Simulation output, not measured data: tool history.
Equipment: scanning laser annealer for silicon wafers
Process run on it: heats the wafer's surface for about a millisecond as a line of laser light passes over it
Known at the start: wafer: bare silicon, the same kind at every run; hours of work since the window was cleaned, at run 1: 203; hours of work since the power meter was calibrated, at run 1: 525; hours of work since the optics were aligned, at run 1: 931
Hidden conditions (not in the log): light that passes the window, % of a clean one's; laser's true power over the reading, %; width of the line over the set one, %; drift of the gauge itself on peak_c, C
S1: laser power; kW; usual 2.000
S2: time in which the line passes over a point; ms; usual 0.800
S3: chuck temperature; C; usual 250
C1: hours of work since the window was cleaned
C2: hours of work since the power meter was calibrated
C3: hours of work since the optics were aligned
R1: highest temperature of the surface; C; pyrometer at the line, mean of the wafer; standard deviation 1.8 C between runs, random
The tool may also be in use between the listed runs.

run   hour     S1     S2   S3   C1    C2    C3    R1
  1    0.0  2.000  0.800  250  203   525   931   953
  2   16.1  2.000  0.800  250  216   537   944   953
  3   41.0  2.000  0.800  250  235   557   964   956
  4   55.6  2.000  0.800  250  247   568   975   953
  5   75.0  2.000  0.800  250  262   584   990   953
  6  107.0  2.000  0.800  250  287   609  1016   952
  7  125.0  2.000  0.800  250  302   623  1030   950
  8  147.9  2.000  0.800  250  320   641  1048   952
  9  179.1  2.000  0.800  250  344   666  1073   950
 10  205.9  2.000  0.800  250  365   687  1094   949
 11  232.2  2.000  0.800  250  386   708  1114   951
 12  266.9  2.000  0.800  250  413   735  1142   949
 13  289.1  2.000  0.800  250  431   752  1159   948
 14  314.5  2.000  0.800  250  451   773  1179   949
 15  338.9  2.000  0.800  250  470   792  1198   947
 16  371.9  2.000  0.800  221  496   818  1225   918
     377.7  -- window over the wafer cleaned
 17  390.0  2.000  0.800  250   10   830  1237   957
 18  413.8  2.000  0.800  250   28   849  1256   955
 19  427.8  2.000  0.800  250   39   860  1267   956
 20  460.2  2.000  0.800  250   65   886  1293   956
 21  485.7  2.029  0.985  232   85   906  1313  1040
 22  511.1  1.947  0.587  215  105   926  1333   783
 23  542.2  2.066  0.982  265  130   950  1357  1085
 24  564.9  1.962  0.658  250  148   968  1375   862
 25  580.1  1.710  0.565  250  160   980  1387   729
 26  603.8  1.769  0.701  237  178   999  1406   802
 27  623.7  2.196  0.713  250  194  1015  1421   978
 28  638.8  2.124  0.745  275  206  1027  1433   995
 29  655.0  1.804  0.562  251  219  1039  1446   759
 30  687.5  1.804  0.562  251  244  1065  1472   758
 31  722.1  1.804  0.562  251  272  1092  1499   758
 32  736.8  2.000  0.919  252  283  1104  1511  1008
 33  759.2  1.831  0.820  228  301  1122  1528   869
 34  790.3  1.928  0.693  215  325  1146  1553   829
 35  809.4  1.719  0.629  243  340  1161  1568   751
     844.6  -- optics aligned, line set to its width
 36  848.0  1.719  0.629  243  367  1188     3   756
 37  872.0  1.719  0.629  243  386  1207    22   757
 38  889.2  1.875  0.803  243  399  1220    35   898
 39  917.5  2.052  0.607  270  422  1242    57   884
 40  932.1  2.000  0.800  223  433  1254    69   923

Take each entry between the runs: how does the hidden state at the last listed run before it differ from the hidden state at the first listed run after it?
From run 16 to run 17: window over the wafer cleaned (hour 377.7)
  light that passes the window, % of a clean one's: 98.33 -> 99.84; laser's true power over the reading, %: -0.69 -> -0.7; width of the line over the set one, %: 1.62 -> 1.64
  measured result minus the result with no hidden state, R1: -25 -> -14 C
From run 35 to run 36: optics aligned, line set to its width (hour 844.6)
  light that passes the window, % of a clean one's: 98.71 -> 98.62; laser's true power over the reading, %: -0.86 -> -0.87; width of the line over the set one, %: 2.1 -> 0.21
  measured result minus the result with no hidden state, R1: -18 -> -14 C
